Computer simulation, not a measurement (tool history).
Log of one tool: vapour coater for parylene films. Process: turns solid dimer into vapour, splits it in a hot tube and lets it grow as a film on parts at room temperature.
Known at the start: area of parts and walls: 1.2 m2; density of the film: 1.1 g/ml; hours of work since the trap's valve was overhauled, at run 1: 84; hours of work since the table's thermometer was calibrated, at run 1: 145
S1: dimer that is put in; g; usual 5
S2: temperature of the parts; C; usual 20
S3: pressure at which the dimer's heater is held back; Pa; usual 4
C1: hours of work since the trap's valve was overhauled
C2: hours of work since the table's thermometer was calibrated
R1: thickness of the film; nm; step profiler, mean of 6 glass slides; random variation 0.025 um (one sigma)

run 1 hour=0 | S1=5 S2=20 S3=4 | C1=84 C2=145 | R1=1910
run 2 hour=16.7 | S1=5 S2=30 S3=4 | C1=94 C2=154 | R1=1600
run 3 hour=33.4 | S1=5 S2=30 S3=4 | C1=104 C2=164 | R1=1640
run 4 hour=50.1 | S1=5 S2=30 S3=4 | C1=114 C2=174 | R1=1610
run 5 hour=61.5 | S1=5 S2=30 S3=4 | C1=121 C2=181 | R1=1570
run 6 hour=76.1 | S1=5 S2=20 S3=4 | C1=129 C2=189 | R1=1860
run 7 hour=89.4 | S1=5 S2=20 S3=4 | C1=137 C2=197 | R1=1880
run 8 hour=98.4 | S1=5 S2=20 S3=4 | C1=142 C2=202 | R1=1860
run 9 hour=107.3 | S1=5 S2=20 S3=3.5 | C1=147 C2=207 | R1=1900
run 10 hour=122.2 | S1=4 S2=14 S3=3.5 | C1=156 C2=216 | R1=1700
run 11 hour=139.1 | S1=6 S2=18 S3=4.87 | C1=166 C2=226 | R1=2310
run 12 hour=153.3 | S1=6 S2=18 S3=4.87 | C1=174 C2=234 | R1=2230
run 13 hour=164.5 | S1=3 S2=12 S3=3.49 | C1=181 C2=241 | R1=1260
run 14 hour=175.2 | S1=8 S2=20 S3=8.07 | C1=187 C2=247 | R1=2780
run 15 hour=182.2 | S1=3 S2=24 S3=10.43 | C1=191 C2=251 | R1=940
run 16 hour=191.1 | S1=3 S2=24 S3=3.98 | C1=196 C2=256 | R1=1010
run 17 hour=198.2 | S1=6 S2=22 S3=5.9 | C1=200 C2=260 | R1=2050
run 18 hour=209.7 | S1=6 S2=23 S3=5.9 | C1=207 C2=267 | R1=2010

Measured less the same run without the tool's hidden state. The same run-to-run variation is in both; the gauge's scatter may not be:
The hidden state here: vapour lost through the trap's worn valve, %; true temperature of the parts over the reading, C; drift of the gauge itself on film_um, %.
run=1 R1=-40
run=2 R1=-30
run=3 R1=-40
run=4 R1=-40
run=5 R1=-40
run=6 R1=-60
run=7 R1=-60
run=8 R1=-60
run=9 R1=-60
run=10 R1=-60
run=11 R1=-90
run=12 R1=-90
run=13 R1=-60
run=14 R1=-120
run=15 R1=-40
run=16 R1=-50
run=17 R1=-100
run=18 R1=-100

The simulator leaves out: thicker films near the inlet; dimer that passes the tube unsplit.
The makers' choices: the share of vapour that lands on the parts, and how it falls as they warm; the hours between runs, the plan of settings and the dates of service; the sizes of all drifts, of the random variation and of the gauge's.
